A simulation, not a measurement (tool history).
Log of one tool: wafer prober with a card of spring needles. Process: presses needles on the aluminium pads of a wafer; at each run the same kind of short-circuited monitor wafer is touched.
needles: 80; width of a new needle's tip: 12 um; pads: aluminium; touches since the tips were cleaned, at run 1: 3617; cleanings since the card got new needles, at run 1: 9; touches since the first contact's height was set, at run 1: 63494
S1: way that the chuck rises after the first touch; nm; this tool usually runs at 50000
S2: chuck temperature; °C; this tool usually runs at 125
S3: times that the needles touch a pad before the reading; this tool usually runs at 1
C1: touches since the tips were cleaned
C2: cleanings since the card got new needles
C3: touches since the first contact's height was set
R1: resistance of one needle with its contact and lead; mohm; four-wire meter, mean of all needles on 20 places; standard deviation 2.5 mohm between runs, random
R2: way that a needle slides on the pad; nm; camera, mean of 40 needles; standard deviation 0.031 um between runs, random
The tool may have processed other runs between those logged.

run	hour	S1	S2	S3	C1	C2	C3	R1	R2
1	0.0	50000	125	1	3617	9	63494	291	10190
# hour 6.5: tips cleaned on abrasive film
# hour 22.7: tips cleaned on abrasive film
# hour 38.8: tips cleaned on abrasive film
# hour 55.0: tips cleaned on abrasive film
2	55.1	50000	125	3	37	13	87413	289	10240
# hour 68.0: tips cleaned on abrasive film
# hour 84.2: tips cleaned on abrasive film
# hour 97.7: tips cleaned on abrasive film
3	97.7	50000	125	3	0	16	105951	289	10160
# hour 110.7: tips cleaned on abrasive film
# hour 126.9: tips cleaned on abrasive film
# hour 127.2: height of the first contact set anew
# hour 143.3: tips cleaned on abrasive film
# hour 159.5: tips cleaned on abrasive film
# hour 172.4: tips cleaned on abrasive film
4	174.2	62000	125	1	772	21	20440	289	12570
# hour 187.1: tips cleaned on abrasive film
# hour 203.3: tips cleaned on abrasive film
# hour 219.4: tips cleaned on abrasive film
# hour 235.6: tips cleaned on abrasive film
5	246.7	50000	27	1	4870	25	52003	267	10190
# hour 250.0: tips cleaned on abrasive film
# hour 266.2: tips cleaned on abrasive film
# hour 282.3: tips cleaned on abrasive film
# hour 298.5: tips cleaned on abrasive film
6	309.0	52000	27	1	4602	29	79084	267	10640
# hour 312.3: tips cleaned on abrasive film
# hour 328.5: tips cleaned on abrasive film
# hour 341.4: tips cleaned on abrasive film
# hour 357.6: tips cleaned on abrasive film
# hour 373.7: tips cleaned on abrasive film
# hour 389.9: tips cleaned on abrasive film
7	393.2	50000	35	1	1454	35	115658	267	10210
# hour 399.9: height of the first contact set anew
# hour 403.3: tips cleaned on abrasive film
# hour 416.2: tips cleaned on abrasive film
# hour 432.4: tips cleaned on abrasive film
8	434.3	50000	125	1	868	38	14917	293	10190
# hour 447.3: tips cleaned on abrasive film
# hour 460.2: tips cleaned on abrasive film
# hour 476.4: tips cleaned on abrasive film
9	483.5	63000	125	1	3105	41	36286	289	12930
# hour 490.0: tips cleaned on abrasive film
# hour 506.2: tips cleaned on abrasive film
# hour 522.3: tips cleaned on abrasive film
# hour 538.5: tips cleaned on abrasive film
# hour 554.6: tips cleaned on abrasive film
10	559.7	63000	125	1	2205	46	69400	293	12890
# hour 569.4: tips cleaned on abrasive film
# hour 585.6: tips cleaned on abrasive film
# hour 598.5: tips cleaned on abrasive film
# hour 614.7: tips cleaned on abrasive film
# hour 630.8: tips cleaned on abrasive film
11	639.8	63000	125	1	3933	51	104241	292	12900
# hour 646.3: tips cleaned on abrasive film
# hour 662.5: tips cleaned on abrasive film
# hour 672.4: height of the first contact set anew
# hour 678.9: tips cleaned on abrasive film
# hour 691.9: tips cleaned on abrasive film
# hour 706.9: tips cleaned on abrasive film
12	706.9	63000	125	1	0	56	14943	289	13010
# hour 719.8: tips cleaned on abrasive film
# hour 732.8: tips cleaned on abrasive film
# hour 745.7: tips cleaned on abrasive film
# hour 761.9: tips cleaned on abrasive film
# hour 778.0: tips cleaned on abrasive film
13	782.8	50000	42	2	2089	61	47940	265	10250
# hour 792.5: tips cleaned on abrasive film
# hour 808.7: tips cleaned on abrasive film
# hour 824.8: tips cleaned on abrasive film
14	824.9	58000	74	2	24	64	66228	275	11930
# hour 837.9: tips cleaned on abrasive film
# hour 854.0: tips cleaned on abrasive film
15	864.0	58000	74	2	4338	66	83226	275	11900
# hour 867.3: tips cleaned on abrasive film
# hour 883.4: tips cleaned on abrasive film
# hour 899.6: tips cleaned on abrasive film
# hour 915.7: tips cleaned on abrasive film
# hour 928.7: tips cleaned on abrasive film
16	932.7	58000	74	2	1773	71	113101	274	11970
# hour 942.5: tips cleaned on abrasive film
# hour 946.0: height of the first contact set anew
# hour 958.9: tips cleaned on abrasive film
# hour 975.1: tips cleaned on abrasive film
# hour 991.2: tips cleaned on abrasive film
# hour 1007.4: tips cleaned on abrasive film
17	1011.6	58000	50	2	1848	76	28539	270	11960
# hour 1021.3: tips cleaned on abrasive film
# hour 1034.3: tips cleaned on abrasive film
# hour 1047.2: tips cleaned on abrasive film
# hour 1063.4: tips cleaned on abrasive film
# hour 1079.5: tips cleaned on abrasive film
18	1081.2	43000	125	1	704	81	58744	296	8940
# hour 1094.1: tips cleaned on abrasive film
# hour 1110.3: tips cleaned on abrasive film
# hour 1126.4: tips cleaned on abrasive film
19	1138.1	32000	119	2	5119	84	83529	298	6570

Estimate the outcome of run 20 from the log above:
# hour 1141.4: tips cleaned on abrasive film
# hour 1157.6: tips cleaned on abrasive film
# hour 1173.7: tips cleaned on abrasive film
20	1183.7	60000	40	2	4350	87	103332	?	?

R1: 264 mohm
R2: 12430 nm
Take away the tool's hidden state, keep the run-to-run variation as it was, and the same run would have given R1 264 mohm, R2 12200 nm.
